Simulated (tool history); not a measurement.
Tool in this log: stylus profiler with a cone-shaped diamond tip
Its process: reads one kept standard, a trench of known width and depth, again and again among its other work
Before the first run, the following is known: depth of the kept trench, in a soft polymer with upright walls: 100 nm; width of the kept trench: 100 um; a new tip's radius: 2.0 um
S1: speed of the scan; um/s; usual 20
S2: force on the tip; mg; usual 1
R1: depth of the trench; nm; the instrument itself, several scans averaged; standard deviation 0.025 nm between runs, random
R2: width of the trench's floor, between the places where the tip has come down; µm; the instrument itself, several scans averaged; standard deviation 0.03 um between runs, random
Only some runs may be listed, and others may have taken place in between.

run	hour	S1	S2	R1	R2
1	0	20	1	100.58	98.45
2	50.6	20	1	100.56	98.42
3	101	20	1	100.6	98.38
4	134.8	20	0.4	100.24	98.3
5	158.2	20	0.4	100.27	98.32
6	190	20	0.4	100.17	98.31
7	246.3	20	0.78	100.44	98.32
8	275.6	20	1	100.55	98.32
9	310.4	20	1	100.52	98.31
10	358.5	20	1	100.53	98.31
11	382.3	20	1	100.56	98.25
12	432.4	12	1.76	100.85	98.35
13	477.4	20	2.44	101.06	98.34
14	516.2	25	0.97	100.48	98.23
15	564.4	20	0.97	100.52	98.24
16	592.8	12	0.4	100.16	98.23
17	641	26	1.3	100.64	98.19
18	674.9	6	1.97	100.93	98.27
19	714.9	6	1.97	100.85	98.37
20	768.4	55	1.06	100.49	97.98
21	814.6	55	1.06	100.46	98.01
22	861.8	46	0.65	100.29	97.98

What if the next run were any one of these 5? Each begins from the tool's condition after run 22:
A	886.7	17	0.75	?	?
B	886.7	46	0.37	?	?
C	886.7	46	1.91	?	?
D	886.7	28	0.76	?	?
E	886.7	15	1	?	?

run	R1	R2
A	100.32	98.21
B	100.06	97.87
C	100.81	98.11
D	100.31	98.11
E	100.42	98.13
The same runs, with their run-to-run variation unchanged, on a tool lacking any hidden condition would have given:
run	R1	R2
A	100.6	98.7
B	100.34	98.36
C	101.09	98.59
D	100.59	98.6
E	100.69	98.61
